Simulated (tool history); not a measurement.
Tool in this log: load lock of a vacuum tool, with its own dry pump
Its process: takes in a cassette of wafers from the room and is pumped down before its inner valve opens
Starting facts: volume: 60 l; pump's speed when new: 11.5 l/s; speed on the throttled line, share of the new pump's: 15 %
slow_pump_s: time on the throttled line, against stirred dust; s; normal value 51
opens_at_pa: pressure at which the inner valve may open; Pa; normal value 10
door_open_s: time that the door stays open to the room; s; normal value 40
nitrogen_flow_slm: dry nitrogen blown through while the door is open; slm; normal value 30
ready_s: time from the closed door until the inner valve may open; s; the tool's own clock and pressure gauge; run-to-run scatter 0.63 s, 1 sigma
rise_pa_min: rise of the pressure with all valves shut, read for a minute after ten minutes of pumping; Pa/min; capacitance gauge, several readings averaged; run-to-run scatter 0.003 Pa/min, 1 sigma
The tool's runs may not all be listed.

run,hour,slow_pump_s,opens_at_pa,door_open_s,nitrogen_flow_slm,"incoming humidity of the room's air, %",ready_s,rise_pa_min
1,0,51,10,40,30,44.7,94.3,0.138
2,116.6,51,10,40,30,45.1,93.5,0.14
3,325.7,68,10,40,30,43.1,108.8,0.142
4,513.6,51,10,40,30,45.9,93.9,0.157
5,707.8,51,10,40,30,44.4,93,0.151
6,829.8,51,10,40,30,43.7,94.5,0.156
7,967.4,51,10,40,30,47.2,93.3,0.162
8,1165.2,51,10,40,30,46.6,96.2,0.169
9,1324.2,51,10,40,30,44.6,94.7,0.177
10,1519.9,51,10,40,30,48.1,95,0.184
11,1617.6,51,10,40,30,45.9,94.4,0.189
12,1724.6,51,10,40,30,41.7,94.8,0.189
13,1885.1,51,10,101,30,42.2,94.8,0.196
14,2032.9,51,9,40,30,45.6,94.8,0.199
15,2238.8,27,10,40,30,43.6,74.8,0.211
16,2424.2,27,10,40,30,41.5,74.7,0.203
17,2588.8,27,10,40,30,45.9,75.4,0.217
18,2687,27,10,40,30,41.9,74.5,0.22
19,2843.2,45,11,132,27,47.1,88.9,0.235
20,2986.2,46,19,60,33,45.3,87.6,0.234
21,3188.8,88,10,40,9,43.8,125.2,0.246
22,3356.9,88,10,25,9,48.4,126.4,0.247
23,3507.6,88,10,25,9,43.2,124.8,0.255
24,3690.7,88,18,25,28,46.3,123.5,0.253
25,3844.3,37,14,40,30,45.5,81.1,0.266
26,4060,45,9,158,17,45.9,92.9,0.285
27,4168.6,45,9,158,17,42.1,90.3,0.283
28,4373.8,45,9,158,17,41.4,90.9,0.294
29,4553.9,45,9,158,17,45.1,91.8,0.297
30,4731.4,45,9,158,17,48.4,92,0.312
31,4929.5,45,9,158,17,43.8,92.4,0.312
32,5087.3,27,9,173,37,45,77.1,0.312
33,5306.8,28,9,40,30,45.3,77.7,0.314
34,5458.4,68,14,40,30,44.5,107.3,0.325
35,5598.9,31,18,40,23,47.9,76.9,0.331

Branching from run 35: 3 alternative next runs. What would each branch give?
A,5809.5,31,18,40,19,44.4,?,?
B,5809.5,51,10,181,30,45.5,?,?
C,5809.5,80,17,40,30,46.1,?,?

run,ready_s,rise_pa_min
A,75.7,0.341
B,97.1,0.342
C,115.6,0.349
Had the tool no hidden state, the same runs would have come out as:
run,ready_s,rise_pa_min
A,71.1,0.02
B,92.3,0.02
C,111.8,0.02
